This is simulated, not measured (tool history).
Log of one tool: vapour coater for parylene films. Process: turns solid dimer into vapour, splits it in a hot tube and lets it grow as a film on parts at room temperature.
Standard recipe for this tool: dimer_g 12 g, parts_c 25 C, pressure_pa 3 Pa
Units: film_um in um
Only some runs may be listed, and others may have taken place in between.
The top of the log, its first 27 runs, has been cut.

run 28 hour=326.4 | dimer_g=22 parts_c=18 pressure_pa=7.1 | film_um=11.04
run 29 hour=340.3 | dimer_g=17 parts_c=18 pressure_pa=2.65 | film_um=10.78
run 30 hour=355.5 | dimer_g=17 parts_c=25 pressure_pa=8.88 | film_um=6.45
run 31 hour=364.4 | dimer_g=17 parts_c=25 pressure_pa=2.23 | film_um=8.93
run 32 hour=381.2 | dimer_g=8 parts_c=28 pressure_pa=2.23 | film_um=3.82
run 33 hour=396.6 | dimer_g=8 parts_c=18 pressure_pa=5.45 | film_um=4.23
run 34 hour=412.1 | dimer_g=14 parts_c=18 pressure_pa=3.03 | film_um=8.5
run 35 hour=421.4 | dimer_g=14 parts_c=18 pressure_pa=3.03 | film_um=8.5

Alternative continuations, all from the tool just after run 35; predict every row:
run A hour=429.8 | dimer_g=20 parts_c=18 pressure_pa=3.03 | film_um=?
run B hour=429.8 | dimer_g=5 parts_c=18 pressure_pa=3.03 | film_um=?
run C hour=429.8 | dimer_g=14 parts_c=18 pressure_pa=4.68 | film_um=?

run=A film_um=12.12
run=B film_um=3.03
run=C film_um=7.61
Without the tool's hidden state the same runs would have given:
run=A film_um=12.25
run=B film_um=3.07
run=C film_um=7.69
